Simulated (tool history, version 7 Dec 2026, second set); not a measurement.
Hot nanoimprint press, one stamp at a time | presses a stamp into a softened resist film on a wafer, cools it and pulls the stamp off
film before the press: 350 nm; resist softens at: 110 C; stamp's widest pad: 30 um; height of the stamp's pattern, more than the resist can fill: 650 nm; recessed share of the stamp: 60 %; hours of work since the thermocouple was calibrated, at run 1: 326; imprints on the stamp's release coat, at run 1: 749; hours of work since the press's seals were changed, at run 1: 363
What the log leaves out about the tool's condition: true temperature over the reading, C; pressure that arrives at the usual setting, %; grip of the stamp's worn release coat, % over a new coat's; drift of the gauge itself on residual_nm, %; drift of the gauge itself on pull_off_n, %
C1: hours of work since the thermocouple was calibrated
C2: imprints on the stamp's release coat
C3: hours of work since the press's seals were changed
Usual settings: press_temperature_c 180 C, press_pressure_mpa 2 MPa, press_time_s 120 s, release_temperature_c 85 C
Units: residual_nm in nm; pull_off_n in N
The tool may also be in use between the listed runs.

Run 1, day 0: usual settings; C1 326; C2 749; C3 363. Result: residual_nm 135.7 nm, pull_off_n 212 N.
At day 0.3: plate thermocouple calibrated.
Run 2, day 0.912: usual settings but press_pressure_mpa 2.63 MPa; C1 11; C2 832; C3 377. Result: residual_nm 116.8 nm, pull_off_n 207 N.
Run 3, day 2.358: usual settings but press_temperature_c 188 C, press_pressure_mpa 2.63 MPa; C1 38; C2 985; C3 404. Result: residual_nm 91.1 nm, pull_off_n 215 N.
Run 4, day 3.483: usual settings but press_temperature_c 188 C, press_pressure_mpa 2.63 MPa; C1 59; C2 1103; C3 425. Result: residual_nm 89.6 nm, pull_off_n 210 N.
Run 5, day 5.283: usual settings but press_temperature_c 188 C, press_pressure_mpa 2.63 MPa; C1 93; C2 1293; C3 459. Result: residual_nm 90.6 nm, pull_off_n 211 N.
Run 6, day 6.888: usual settings but press_temperature_c 188 C, press_pressure_mpa 2.63 MPa; C1 122; C2 1462; C3 489. Result: residual_nm 90 nm, pull_off_n 211 N.
Run 7, day 8.667: usual settings but press_temperature_c 188 C, press_pressure_mpa 2.63 MPa; C1 155; C2 1650; C3 522. Result: residual_nm 90.3 nm, pull_off_n 210 N.
Run 8, day 9.821: usual settings but press_temperature_c 188 C, press_pressure_mpa 2.63 MPa; C1 177; C2 1772; C3 543. Result: residual_nm 91.3 nm, pull_off_n 207 N.
Run 9, day 11.45: usual settings but press_time_s 71 s; C1 207; C2 1944; C3 573. Result: residual_nm 163.8 nm, pull_off_n 214 N.
Run 10, day 12.533: usual settings but press_time_s 71 s, release_temperature_c 77 C; C1 227; C2 2058; C3 593. Result: residual_nm 163.4 nm, pull_off_n 260 N.
At day 13.1: stamp cleaned and given a new release coat.
Run 11, day 14.096: usual settings but press_time_s 71 s, release_temperature_c 77 C; C1 252; C2 105; C3 618. Result: residual_nm 163.6 nm, pull_off_n 252 N.
Run 12, day 15.229: usual settings but press_time_s 71 s, release_temperature_c 77 C; C1 273; C2 225; C3 639. Result: residual_nm 165 nm, pull_off_n 255 N.
Run 13, day 16.271: usual settings but press_time_s 71 s, release_temperature_c 77 C; C1 292; C2 334; C3 658. Result: residual_nm 163.3 nm, pull_off_n 251 N.
Run 14, day 17.088: usual settings; C1 307; C2 421; C3 673. Result: residual_nm 136.5 nm, pull_off_n 208 N.
At day 18.271: plate thermocouple calibrated.
Run 15, day 18.796: usual settings but press_temperature_c 188 C, press_pressure_mpa 3.11 MPa, press_time_s 158 s, release_temperature_c 86 C; C1 10; C2 588; C3 703. Result: residual_nm 73.5 nm, pull_off_n 200 N.
Run 16, day 19.571: usual settings but press_temperature_c 179 C, press_pressure_mpa 1.3 MPa, press_time_s 146 s, release_temperature_c 75 C; C1 24; C2 670; C3 717. Result: residual_nm 163.5 nm, pull_off_n 261 N.
Run 17, day 20.671: usual settings but press_pressure_mpa 2.27 MPa; C1 45; C2 785; C3 738. Result: residual_nm 128.5 nm, pull_off_n 211 N.
Run 18, day 21.721: usual settings but press_temperature_c 191 C, press_pressure_mpa 2.83 MPa, press_time_s 142 s, release_temperature_c 90 C; C1 64; C2 896; C3 757. Result: residual_nm 74.5 nm, pull_off_n 181 N.
Run 19, day 23.471: usual settings but press_temperature_c 191 C, press_pressure_mpa 2.83 MPa, press_time_s 142 s, release_temperature_c 90 C; C1 97; C2 1081; C3 790. Result: residual_nm 74.2 nm, pull_off_n 192 N.
Run 20, day 24.683: usual settings but press_temperature_c 171 C, press_pressure_mpa 1.71 MPa; C1 119; C2 1209; C3 812. Result: residual_nm 195.8 nm, pull_off_n 210 N.
At day 25.192: press's hydraulic seals changed and the load cell set to zero.
Run 21, day 25.883: usual settings but press_temperature_c 177 C, press_pressure_mpa 1.71 MPa; C1 135; C2 1300; C3 13. Result: residual_nm 162.4 nm, pull_off_n 205 N.
Run 22, day 27.162: usual settings but press_temperature_c 185 C, press_pressure_mpa 2.75 MPa, press_time_s 105 s, release_temperature_c 76 C; C1 159; C2 1435; C3 37. Result: residual_nm 101.6 nm, pull_off_n 256 N.
Run 23, day 28.642: usual settings but press_temperature_c 178 C, press_pressure_mpa 2.57 MPa, press_time_s 81 s, release_temperature_c 89 C; C1 187; C2 1591; C3 64. Result: residual_nm 146.3 nm, pull_off_n 189 N.
Run 24, day 29.488: usual settings but press_time_s 87 s, release_temperature_c 75 C; C1 202; C2 1680; C3 80. Result: residual_nm 152.2 nm, pull_off_n 269 N.
Run 25, day 31.192: usual settings but press_time_s 87 s, release_temperature_c 75 C; C1 234; C2 1860; C3 112. Result: residual_nm 152.4 nm, pull_off_n 269 N.
Run 26, day 32.608: usual settings but press_temperature_c 183 C, press_pressure_mpa 1.37 MPa; C1 260; C2 2009; C3 138. Result: residual_nm 151.5 nm, pull_off_n 217 N.
At day 33.517: stamp cleaned and given a new release coat.
Run 27, day 33.717: usual settings but press_pressure_mpa 1.58 MPa, release_temperature_c 92 C; C1 276; C2 20; C3 154. Result: residual_nm 153.3 nm, pull_off_n 167 N.

Forecast each of these 3 alternatives for the next run:
Run A, day 35.504: usual settings but release_temperature_c 86 C; C1 309; C2 209; C3 187. Result: residual_nm ?, pull_off_n ?.
Run B, day 35.504: usual settings but press_temperature_c 170 C, press_pressure_mpa 1.58 MPa, release_temperature_c 92 C; C1 309; C2 209; C3 187. Result: residual_nm ?, pull_off_n ?.
Run C, day 35.504: usual settings but press_temperature_c 181 C, press_pressure_mpa 2.02 MPa, release_temperature_c 75 C; C1 309; C2 209; C3 187. Result: residual_nm ?, pull_off_n ?.

run  residual_nm  pull_off_n
  A        136.1         203
  B        208.6         178
  C        129.9         271
Without the tool's unlogged condition, the same runs would have read:
run  residual_nm  pull_off_n
  A          136         203
  B        208.4         177
  C        129.8         271
